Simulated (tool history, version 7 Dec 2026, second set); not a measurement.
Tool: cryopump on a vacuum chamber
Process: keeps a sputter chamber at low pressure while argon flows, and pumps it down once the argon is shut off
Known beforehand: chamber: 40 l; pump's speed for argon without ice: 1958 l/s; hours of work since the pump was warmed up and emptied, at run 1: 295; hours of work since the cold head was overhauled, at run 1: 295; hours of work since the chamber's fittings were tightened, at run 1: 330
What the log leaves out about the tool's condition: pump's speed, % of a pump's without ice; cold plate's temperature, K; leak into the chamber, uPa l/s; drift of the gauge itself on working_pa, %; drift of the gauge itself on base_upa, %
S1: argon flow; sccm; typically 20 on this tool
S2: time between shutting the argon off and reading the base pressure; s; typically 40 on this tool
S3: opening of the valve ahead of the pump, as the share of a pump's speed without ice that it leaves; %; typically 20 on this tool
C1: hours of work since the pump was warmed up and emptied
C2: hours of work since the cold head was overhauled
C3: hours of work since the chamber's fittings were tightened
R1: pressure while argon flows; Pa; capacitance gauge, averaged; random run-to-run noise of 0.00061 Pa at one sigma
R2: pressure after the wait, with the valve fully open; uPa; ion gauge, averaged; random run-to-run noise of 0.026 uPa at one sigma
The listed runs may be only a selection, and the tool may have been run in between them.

run 1 hour=0 | S1=20 S2=40 S3=20 | C1=295 C2=295 C3=330 | R1=0.0885 R2=1.49
run 2 hour=9.9 | S1=20 S2=40 S3=19 | C1=302 C2=302 C3=337 | R1=0.0939 R2=1.47
run 3 hour=25.5 | S1=20 S2=40 S3=19 | C1=313 C2=313 C3=348 | R1=0.0935 R2=1.51
run 4 hour=39.7 | S1=20 S2=40 S3=19 | C1=323 C2=323 C3=358 | R1=0.0938 R2=1.52
run 5 hour=56 | S1=20 S2=40 S3=19 | C1=335 C2=335 C3=369 | R1=0.0933 R2=1.51
run 6 hour=63.2 | S1=20 S2=40 S3=20 | C1=340 C2=340 C3=374 | R1=0.0892 R2=1.51
run 7 hour=79.5 | S1=20 S2=40 S3=20 | C1=351 C2=351 C3=386 | R1=0.0882 R2=1.58
run 8 hour=88.7 | S1=20 S2=40 S3=48 | C1=358 C2=358 C3=392 | R1=0.0393 R2=1.6
run 9 hour=95.9 | S1=20 S2=40 S3=20 | C1=363 C2=363 C3=397 | R1=0.0884 R2=1.53
run 10 hour=108.5 | S1=20 S2=40 S3=20 | C1=372 C2=372 C3=406 | R1=0.0884 R2=1.57
run 11 hour=116.4 | S1=20 S2=40 S3=20 | C1=377 C2=377 C3=412 | R1=0.0884 R2=1.53
run 12 hour=127.7 | S1=20 S2=40 S3=20 | C1=385 C2=385 C3=420 | R1=0.09 R2=1.56
run 13 hour=135.5 | S1=20 S2=40 S3=20 | C1=391 C2=391 C3=425 | R1=0.0895 R2=1.66
run 14 hour=150.7 | S1=20 S2=40 S3=20 | C1=401 C2=401 C3=436 | R1=0.0884 R2=1.51
run 15 hour=160.9 | S1=20 S2=40 S3=20 | C1=408 C2=408 C3=443 | R1=0.0889 R2=1.56
run 16 hour=172.1 | S1=20 S2=40 S3=20 | C1=416 C2=416 C3=451 | R1=0.0884 R2=1.61
run 17 hour=179.9 | S1=20 S2=40 S3=20 | C1=422 C2=422 C3=457 | R1=0.0894 R2=1.61
run 18 hour=193.5 | S1=9 S2=71 S3=20 | C1=431 C2=431 C3=466 | R1=0.0393 R2=1.18
run 19 hour=209.8 | S1=19 S2=262 S3=20 | C1=443 C2=443 C3=478 | R1=0.0862 R2=0.8
run 20 hour=217.1 | S1=19 S2=59 S3=26 | C1=448 C2=448 C3=483 | R1=0.0671 R2=1.33
run 21 hour=230.9 | S1=17 S2=59 S3=52 | C1=458 C2=458 C3=492 | R1=0.0313 R2=1.34
run 22 hour=243.1 | S1=19 S2=106 S3=53 | C1=466 C2=466 C3=501 | R1=0.0345 R2=1.01
run 23 hour=257.7 | S1=18 S2=87 S3=20 | C1=477 C2=477 C3=511 | R1=0.0806 R2=1.14
run 24 hour=266.7 | S1=14 S2=106 S3=27 | C1=483 C2=483 C3=518 | R1=0.0475 R2=1.03
run 25 hour=279 | S1=14 S2=106 S3=27 | C1=492 C2=492 C3=526 | R1=0.0479 R2=1.05
run 26 hour=290.1 | S1=30 S2=40 S3=44 | C1=499 C2=499 C3=534 | R1=0.0649 R2=1.65
run 27 hour=304.8 | S1=39 S2=191 S3=20 | C1=510 C2=510 C3=544 | R1=0.1744 R2=0.88
run 28 hour=321.5 | S1=20 S2=93 S3=27 | C1=521 C2=521 C3=556 | R1=0.0683 R2=1.18
run 29 hour=330.5 | S1=37 S2=93 S3=43 | C1=528 C2=528 C3=562 | R1=0.0817 R2=1.17
run 30 hour=338 | S1=20 S2=99 S3=27 | C1=533 C2=533 C3=568 | R1=0.0682 R2=1.14
run 31 hour=347.6 | S1=20 S2=99 S3=27 | C1=540 C2=540 C3=574 | R1=0.0682 R2=1.16
run 32 hour=358.9 | S1=16 S2=158 S3=27 | C1=548 C2=548 C3=582 | R1=0.0538 R2=1.04
run 33 hour=371.7 | S1=16 S2=158 S3=27 | C1=557 C2=557 C3=591 | R1=0.0557 R2=1
run 34 hour=381.1 | S1=16 S2=158 S3=27 | C1=563 C2=563 C3=598 | R1=0.0554 R2=1.05

Some steps in R1, run to run, broken into two amounts with sign: the step expected even without the hidden condition (settings, incoming material, random variation), and the rest, left for the hidden condition together with whatever gauge scatter is not in both the measured and the hidden-condition-free result:
Run 17 -> 18: S1 20 -> 9, S2 40 -> 71. R1 -0.0501 Pa: hidden state -0.0016, all else -0.0485.
Run 26 -> 27: S1 30 -> 39, S2 40 -> 191, S3 44 -> 20. R1 +0.1095 Pa: hidden state +0.0019, all else +0.1076.
Run 27 -> 28: S1 39 -> 20, S2 191 -> 93, S3 20 -> 27. R1 -0.1061 Pa: hidden state -0.0037, all else -0.1024.
Run 28 -> 29: S1 20 -> 37, S3 27 -> 43. R1 +0.0134 Pa: hidden state +0.0036, all else +0.0098.
Run 29 -> 30: S1 37 -> 20, S2 93 -> 99, S3 43 -> 27. R1 -0.0135 Pa: hidden state -0.0034, all else -0.0101.
